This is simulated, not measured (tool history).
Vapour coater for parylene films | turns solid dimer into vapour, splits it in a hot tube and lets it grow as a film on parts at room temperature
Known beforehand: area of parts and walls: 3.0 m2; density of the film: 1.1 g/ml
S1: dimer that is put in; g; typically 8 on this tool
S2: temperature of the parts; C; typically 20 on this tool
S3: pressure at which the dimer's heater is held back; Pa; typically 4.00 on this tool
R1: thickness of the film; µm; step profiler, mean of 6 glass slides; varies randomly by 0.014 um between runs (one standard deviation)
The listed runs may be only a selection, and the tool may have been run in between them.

{"run": 1, "hour": 0.0, "S1": 8, "S2": 20, "S3": 4.0, "R1": 1.91}
{"run": 2, "hour": 14.4, "S1": 8, "S2": 20, "S3": 4.0, "R1": 1.91}
{"run": 3, "hour": 25.2, "S1": 11, "S2": 20, "S3": 4.0, "R1": 2.57}
{"run": 4, "hour": 40.6, "S1": 11, "S2": 20, "S3": 4.0, "R1": 2.61}
{"run": 5, "hour": 56.1, "S1": 11, "S2": 20, "S3": 4.0, "R1": 2.6}
{"run": 6, "hour": 73.0, "S1": 11, "S2": 20, "S3": 4.0, "R1": 2.6}
{"run": 7, "hour": 89.7, "S1": 8, "S2": 20, "S3": 4.67, "R1": 1.84}
{"run": 8, "hour": 100.8, "S1": 8, "S2": 20, "S3": 4.67, "R1": 1.84}
{"run": 9, "hour": 110.9, "S1": 8, "S2": 20, "S3": 4.67, "R1": 1.84}
{"run": 10, "hour": 119.0, "S1": 8, "S2": 20, "S3": 4.67, "R1": 1.81}
{"run": 11, "hour": 132.8, "S1": 8, "S2": 20, "S3": 4.67, "R1": 1.82}
{"run": 12, "hour": 146.0, "S1": 8, "S2": 20, "S3": 4.67, "R1": 1.82}
{"run": 13, "hour": 164.1, "S1": 6, "S2": 20, "S3": 4.0, "R1": 1.39}
{"run": 14, "hour": 181.4, "S1": 6, "S2": 20, "S3": 4.0, "R1": 1.39}
{"run": 15, "hour": 196.6, "S1": 8, "S2": 20, "S3": 4.0, "R1": 1.83}
{"run": 16, "hour": 214.4, "S1": 7, "S2": 20, "S3": 4.0, "R1": 1.6}
{"run": 17, "hour": 228.7, "S1": 3, "S2": 20, "S3": 4.0, "R1": 0.68}
{"run": 18, "hour": 244.4, "S1": 3, "S2": 20, "S3": 4.0, "R1": 0.69}
{"run": 19, "hour": 254.8, "S1": 3, "S2": 20, "S3": 4.0, "R1": 0.71}
{"run": 20, "hour": 264.6, "S1": 8, "S2": 20, "S3": 4.03, "R1": 1.84}
{"run": 21, "hour": 280.4, "S1": 8, "S2": 20, "S3": 4.03, "R1": 1.84}
{"run": 22, "hour": 289.7, "S1": 8, "S2": 20, "S3": 4.03, "R1": 1.85}
{"run": 23, "hour": 303.2, "S1": 10, "S2": 20, "S3": 4.0, "R1": 2.29}
{"run": 24, "hour": 311.2, "S1": 4, "S2": 21, "S3": 4.0, "R1": 0.89}
{"run": 25, "hour": 329.2, "S1": 4, "S2": 21, "S3": 4.0, "R1": 0.87}
{"run": 26, "hour": 344.7, "S1": 10, "S2": 30, "S3": 2.5, "R1": 1.64}
{"run": 27, "hour": 356.3, "S1": 10, "S2": 30, "S3": 2.5, "R1": 1.62}
{"run": 28, "hour": 368.0, "S1": 6, "S2": 20, "S3": 3.93, "R1": 1.37}
{"run": 29, "hour": 377.3, "S1": 6, "S2": 20, "S3": 3.93, "R1": 1.37}
{"run": 30, "hour": 391.4, "S1": 6, "S2": 20, "S3": 3.93, "R1": 1.35}
{"run": 31, "hour": 404.8, "S1": 6, "S2": 22, "S3": 3.36, "R1": 1.31}
{"run": 32, "hour": 414.4, "S1": 8, "S2": 15, "S3": 4.0, "R1": 2.24}
{"run": 33, "hour": 424.4, "S1": 8, "S2": 15, "S3": 4.0, "R1": 2.25}
{"run": 34, "hour": 440.2, "S1": 5, "S2": 23, "S3": 4.0, "R1": 0.98}
{"run": 35, "hour": 455.2, "S1": 4, "S2": 12, "S3": 2.01, "R1": 1.12}
{"run": 36, "hour": 466.9, "S1": 7, "S2": 20, "S3": 4.0, "R1": 1.55}
{"run": 37, "hour": 482.8, "S1": 7, "S2": 24, "S3": 5.79, "R1": 1.25}
{"run": 38, "hour": 494.1, "S1": 7, "S2": 24, "S3": 5.79, "R1": 1.24}
{"run": 39, "hour": 510.4, "S1": 7, "S2": 24, "S3": 5.79, "R1": 1.25}
{"run": 40, "hour": 524.9, "S1": 11, "S2": 22, "S3": 7.49, "R1": 2.07}
{"run": 41, "hour": 536.5, "S1": 11, "S2": 22, "S3": 7.49, "R1": 2.06}
{"run": 42, "hour": 554.1, "S1": 5, "S2": 20, "S3": 7.78, "R1": 1.02}
{"run": 43, "hour": 570.3, "S1": 8, "S2": 28, "S3": 2.6, "R1": 1.36}
{"hour": 581.1, "done": "trap's valve overhauled"}
{"run": 44, "hour": 583.3, "S1": 7, "S2": 27, "S3": 2.77, "R1": 1.3}

Predict each of these 5 candidate next runs independently; none follows another, all start after run 44:
{"run": "A", "hour": 593.8, "S1": 8, "S2": 20, "S3": 5.63, "R1": "?"}
{"run": "B", "hour": 593.8, "S1": 10, "S2": 27, "S3": 2.77, "R1": "?"}
{"run": "C", "hour": 593.8, "S1": 4, "S2": 14, "S3": 7.83, "R1": "?"}
{"run": "D", "hour": 593.8, "S1": 8, "S2": 20, "S3": 4.2, "R1": "?"}
{"run": "E", "hour": 593.8, "S1": 8, "S2": 16, "S3": 2.65, "R1": "?"}

run=A R1=1.80
run=B R1=1.87
run=C R1=1.08
run=D R1=1.88
run=E R1=2.38
Had the tool no hidden state, the same runs would have come out as:
run=A R1=1.86
run=B R1=1.94
run=C R1=1.12
run=D R1=1.95
run=E R1=2.39
